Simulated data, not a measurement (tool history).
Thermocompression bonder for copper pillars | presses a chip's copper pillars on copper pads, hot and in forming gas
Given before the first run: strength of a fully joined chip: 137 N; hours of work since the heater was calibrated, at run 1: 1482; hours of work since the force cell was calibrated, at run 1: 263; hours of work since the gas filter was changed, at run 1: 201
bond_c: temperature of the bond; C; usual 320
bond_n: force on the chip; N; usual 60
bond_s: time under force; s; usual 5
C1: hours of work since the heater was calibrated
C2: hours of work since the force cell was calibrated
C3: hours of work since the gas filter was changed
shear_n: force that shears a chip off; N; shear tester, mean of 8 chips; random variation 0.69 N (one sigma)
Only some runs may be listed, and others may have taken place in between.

{"run": 1, "hour": 0.0, "bond_c": 320, "bond_n": 60, "bond_s": 5, "C1": 1482, "C2": 263, "C3": 201, "shear_n": 76}
{"run": 2, "hour": 40.6, "bond_c": 320, "bond_n": 60, "bond_s": 5, "C1": 1510, "C2": 291, "C3": 229, "shear_n": 76.5}
{"hour": 65.0, "done": "heater calibrated with a thermocouple chip"}
{"hour": 77.8, "done": "forming gas filter changed"}
{"run": 3, "hour": 96.9, "bond_c": 320, "bond_n": 60, "bond_s": 5, "C1": 21, "C2": 327, "C3": 13, "shear_n": 77.2}
{"run": 4, "hour": 141.2, "bond_c": 320, "bond_n": 60, "bond_s": 5, "C1": 51, "C2": 357, "C3": 43, "shear_n": 76.3}
{"run": 5, "hour": 206.2, "bond_c": 320, "bond_n": 60, "bond_s": 6, "C1": 96, "C2": 401, "C3": 87, "shear_n": 79.5}
{"run": 6, "hour": 274.1, "bond_c": 307, "bond_n": 60, "bond_s": 6, "C1": 142, "C2": 448, "C3": 133, "shear_n": 69.1}
{"run": 7, "hour": 311.5, "bond_c": 320, "bond_n": 60, "bond_s": 8, "C1": 167, "C2": 473, "C3": 159, "shear_n": 84.4}
{"run": 8, "hour": 381.8, "bond_c": 294, "bond_n": 60, "bond_s": 5, "C1": 215, "C2": 521, "C3": 206, "shear_n": 54.5}
{"hour": 446.8, "done": "forming gas filter changed"}
{"run": 9, "hour": 446.8, "bond_c": 294, "bond_n": 60, "bond_s": 5, "C1": 259, "C2": 565, "C3": 0, "shear_n": 59.8}
{"run": 10, "hour": 504.8, "bond_c": 304, "bond_n": 64, "bond_s": 4, "C1": 298, "C2": 604, "C3": 39, "shear_n": 62.9}
{"run": 11, "hour": 573.5, "bond_c": 319, "bond_n": 60, "bond_s": 3, "C1": 345, "C2": 651, "C3": 86, "shear_n": 64.5}
{"hour": 581.3, "done": "force cell calibrated"}
{"run": 12, "hour": 612.9, "bond_c": 294, "bond_n": 60, "bond_s": 6, "C1": 370, "C2": 21, "C3": 112, "shear_n": 62.3}
{"run": 13, "hour": 689.9, "bond_c": 305, "bond_n": 61, "bond_s": 5, "C1": 423, "C2": 74, "C3": 164, "shear_n": 66.7}
{"run": 14, "hour": 761.7, "bond_c": 322, "bond_n": 83, "bond_s": 5, "C1": 471, "C2": 122, "C3": 213, "shear_n": 88.3}
{"hour": 814.7, "done": "forming gas filter changed"}
{"run": 15, "hour": 832.3, "bond_c": 336, "bond_n": 41, "bond_s": 5, "C1": 519, "C2": 170, "C3": 12, "shear_n": 77.7}

Below are 5 alternative next runs, each starting from the tool's condition after run 15. Predict each:
{"hour": 887.1, "done": "force cell calibrated, once more"}
{"run": "A", "hour": 887.1, "bond_c": 303, "bond_n": 37, "bond_s": 5, "C1": 555, "C2": 0, "C3": 48, "shear_n": "?"}
{"hour": 887.1, "done": "force cell calibrated, once more"}
{"run": "B", "hour": 887.1, "bond_c": 317, "bond_n": 50, "bond_s": 5, "C1": 555, "C2": 0, "C3": 48, "shear_n": "?"}
{"hour": 887.1, "done": "force cell calibrated, once more"}
{"run": "C", "hour": 887.1, "bond_c": 347, "bond_n": 60, "bond_s": 5, "C1": 555, "C2": 0, "C3": 48, "shear_n": "?"}
{"hour": 887.1, "done": "force cell calibrated, once more"}
{"run": "D", "hour": 887.1, "bond_c": 339, "bond_n": 85, "bond_s": 10, "C1": 555, "C2": 0, "C3": 48, "shear_n": "?"}
{"hour": 887.1, "done": "force cell calibrated, once more"}
{"run": "E", "hour": 887.1, "bond_c": 315, "bond_n": 48, "bond_s": 5, "C1": 555, "C2": 0, "C3": 48, "shear_n": "?"}

run=A shear_n=49.1
run=B shear_n=67.2
run=C shear_n=97
run=D shear_n=117.6
run=E shear_n=65.6
Take away the tool's hidden state, keep each run's random variation, and the runs would have read:
run=A shear_n=48.2
run=B shear_n=66.4
run=C shear_n=96.9
run=D shear_n=118.5
run=E shear_n=64.8

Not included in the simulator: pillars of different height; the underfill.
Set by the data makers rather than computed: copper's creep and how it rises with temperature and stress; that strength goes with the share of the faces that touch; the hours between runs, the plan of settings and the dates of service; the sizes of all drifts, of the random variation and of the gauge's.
